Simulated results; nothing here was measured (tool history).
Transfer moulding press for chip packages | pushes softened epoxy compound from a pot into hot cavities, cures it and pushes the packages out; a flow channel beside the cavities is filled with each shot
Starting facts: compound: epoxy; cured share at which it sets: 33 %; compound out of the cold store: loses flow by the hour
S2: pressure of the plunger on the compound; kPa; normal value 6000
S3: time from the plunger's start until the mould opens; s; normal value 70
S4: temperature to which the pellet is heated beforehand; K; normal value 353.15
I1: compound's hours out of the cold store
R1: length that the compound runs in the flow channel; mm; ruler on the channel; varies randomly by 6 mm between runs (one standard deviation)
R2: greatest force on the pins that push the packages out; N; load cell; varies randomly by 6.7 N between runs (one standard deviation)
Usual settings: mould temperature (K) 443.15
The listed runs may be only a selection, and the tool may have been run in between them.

{"run": 1, "hour": 0.0, "mould temperature (K)": 443.15, "S2": 6000, "S3": 70, "S4": 353.15, "I1": 46.3, "R1": 800, "R2": 275}
{"run": 2, "hour": 63.1, "mould temperature (K)": 443.15, "S2": 6000, "S3": 70, "S4": 353.15, "I1": 38.9, "R1": 811, "R2": 482}
{"hour": 83.4, "done": "cavities cleaned with cleaning compound and waxed"}
{"run": 3, "hour": 100.3, "mould temperature (K)": 443.15, "S2": 4910, "S3": 70, "S4": 353.15, "I1": 44.3, "R1": 708, "R2": 361}
{"hour": 160.3, "done": "plunger's sealing rings changed"}
{"hour": 168.9, "done": "cavities cleaned with cleaning compound and waxed"}
{"run": 4, "hour": 174.5, "mould temperature (K)": 443.15, "S2": 4910, "S3": 70, "S4": 353.15, "I1": 13.8, "R1": 926, "R2": 332}
{"run": 5, "hour": 245.5, "mould temperature (K)": 443.15, "S2": 4910, "S3": 70, "S4": 353.15, "I1": 44.5, "R1": 743, "R2": 454}
{"hour": 254.2, "done": "cavities cleaned with cleaning compound and waxed"}
{"run": 6, "hour": 296.1, "mould temperature (K)": 443.15, "S2": 4910, "S3": 70, "S4": 353.15, "I1": 43.9, "R1": 746, "R2": 441}
{"hour": 335.1, "done": "cavities cleaned with cleaning compound and waxed"}
{"run": 7, "hour": 346.9, "mould temperature (K)": 443.15, "S2": 4910, "S3": 70, "S4": 353.15, "I1": 20.8, "R1": 839, "R2": 347}
{"hour": 417.7, "done": "cavities cleaned with cleaning compound and waxed"}
{"run": 8, "hour": 419.8, "mould temperature (K)": 443.15, "S2": 4910, "S3": 70, "S4": 353.15, "I1": 8.1, "R1": 896, "R2": 306}
{"run": 9, "hour": 468.2, "mould temperature (K)": 443.15, "S2": 4910, "S3": 70, "S4": 353.15, "I1": 28.1, "R1": 771, "R2": 467}
{"hour": 505.4, "done": "cavities cleaned with cleaning compound and waxed"}
{"hour": 522.6, "done": "plunger's sealing rings changed"}
{"run": 10, "hour": 527.0, "mould temperature (K)": 443.15, "S2": 6000, "S3": 70, "S4": 353.15, "I1": 14.7, "R1": 1020, "R2": 398}
{"hour": 572.2, "done": "mould's thermocouples calibrated"}
{"run": 11, "hour": 588.4, "mould temperature (K)": 443.15, "S2": 6000, "S3": 70, "S4": 353.15, "I1": 16.1, "R1": 997, "R2": 548}
{"hour": 595.6, "done": "cavities cleaned with cleaning compound and waxed"}
{"run": 12, "hour": 666.8, "mould temperature (K)": 443.15, "S2": 6000, "S3": 84, "S4": 353.15, "I1": 28.9, "R1": 903, "R2": 388}
{"hour": 679.6, "done": "cavities cleaned with cleaning compound and waxed"}
{"run": 13, "hour": 705.2, "mould temperature (K)": 443.15, "S2": 6000, "S3": 84, "S4": 353.15, "I1": 23.1, "R1": 920, "R2": 330}
{"run": 14, "hour": 737.8, "mould temperature (K)": 443.15, "S2": 6000, "S3": 84, "S4": 353.15, "I1": 32.1, "R1": 857, "R2": 383}
{"hour": 765.5, "done": "cavities cleaned with cleaning compound and waxed"}
{"run": 15, "hour": 820.0, "mould temperature (K)": 437.15, "S2": 5850, "S3": 55, "S4": 350.15, "I1": 39.9, "R1": 822, "R2": 1128}
{"hour": 849.0, "done": "cavities cleaned with cleaning compound and waxed"}
{"run": 16, "hour": 876.3, "mould temperature (K)": 437.15, "S2": 5850, "S3": 55, "S4": 350.15, "I1": 24.1, "R1": 889, "R2": 1168}
{"hour": 888.6, "done": "plunger's sealing rings changed"}
{"hour": 933.9, "done": "cavities cleaned with cleaning compound and waxed"}
{"run": 17, "hour": 957.6, "mould temperature (K)": 443.15, "S2": 5860, "S3": 70, "S4": 353.15, "I1": 47.5, "R1": 814, "R2": 416}
{"hour": 1017.0, "done": "cavities cleaned with cleaning compound and waxed"}
{"run": 18, "hour": 1020.6, "mould temperature (K)": 438.15, "S2": 4790, "S3": 50, "S4": 362.15, "I1": 39.6, "R1": 774, "R2": 802}
{"run": 19, "hour": 1076.6, "mould temperature (K)": 438.15, "S2": 4560, "S3": 106, "S4": 354.15, "I1": 16.6, "R1": 868, "R2": 382}
{"hour": 1102.6, "done": "cavities cleaned with cleaning compound and waxed"}
{"run": 20, "hour": 1125.9, "mould temperature (K)": 448.15, "S2": 6000, "S3": 70, "S4": 356.15, "I1": 13.9, "R1": 937, "R2": 348}
{"hour": 1186.4, "done": "cavities cleaned with cleaning compound and waxed"}
{"run": 21, "hour": 1198.4, "mould temperature (K)": 448.15, "S2": 6000, "S3": 70, "S4": 356.15, "I1": 34.1, "R1": 813, "R2": 299}
{"hour": 1252.5, "done": "plunger's sealing rings changed"}
{"run": 22, "hour": 1258.5, "mould temperature (K)": 437.15, "S2": 5460, "S3": 58, "S4": 361.15, "I1": 25.7, "R1": 932, "R2": 1164}
{"hour": 1271.2, "done": "cavities cleaned with cleaning compound and waxed"}
{"run": 23, "hour": 1335.1, "mould temperature (K)": 437.15, "S2": 5460, "S3": 58, "S4": 361.15, "I1": 43.2, "R1": 822, "R2": 1040}
{"hour": 1352.5, "done": "cavities cleaned with cleaning compound and waxed"}
{"run": 24, "hour": 1372.2, "mould temperature (K)": 445.15, "S2": 5930, "S3": 70, "S4": 349.15, "I1": 16.1, "R1": 956, "R2": 365}
{"run": 25, "hour": 1414.1, "mould temperature (K)": 445.15, "S2": 5930, "S3": 70, "S4": 349.15, "I1": 31, "R1": 875, "R2": 428}
{"hour": 1436.4, "done": "cavities cleaned with cleaning compound and waxed"}
{"run": 26, "hour": 1494.8, "mould temperature (K)": 445.15, "S2": 5930, "S3": 70, "S4": 349.15, "I1": 40.1, "R1": 804, "R2": 423}
{"hour": 1518.6, "done": "cavities cleaned with cleaning compound and waxed"}
{"run": 27, "hour": 1561.8, "mould temperature (K)": 445.15, "S2": 5930, "S3": 70, "S4": 349.15, "I1": 14.7, "R1": 918, "R2": 440}
{"hour": 1600.2, "done": "cavities cleaned with cleaning compound and waxed"}
{"hour": 1616.0, "done": "plunger's sealing rings changed"}
{"run": 28, "hour": 1644.1, "mould temperature (K)": 445.15, "S2": 5930, "S3": 70, "S4": 349.15, "I1": 18.2, "R1": 978, "R2": 430}

3 options for the next run, each taken on its own from the tool as it stands now. Forecast them:
{"hour": 1685.5, "done": "cavities cleaned with cleaning compound and waxed"}
{"run": "A", "hour": 1724.8, "mould temperature (K)": 442.15, "S2": 6000, "S3": 70, "S4": 358.15, "I1": 22.4, "R1": "?", "R2": "?"}
{"hour": 1685.5, "done": "cavities cleaned with cleaning compound and waxed"}
{"run": "B", "hour": 1724.8, "mould temperature (K)": 449.15, "S2": 6680, "S3": 70, "S4": 349.15, "I1": 12.1, "R1": "?", "R2": "?"}
{"hour": 1685.5, "done": "cavities cleaned with cleaning compound and waxed"}
{"run": "C", "hour": 1724.8, "mould temperature (K)": 443.15, "S2": 4610, "S3": 109, "S4": 349.15, "I1": 40.2, "R1": "?", "R2": "?"}

run=A R1=942 R2=490
run=B R1=1042 R2=344
run=C R1=735 R2=320
With no hidden state in the tool, these same runs would have given:
run=A R1=977 R2=309
run=B R1=1081 R2=208
run=C R1=762 R2=187
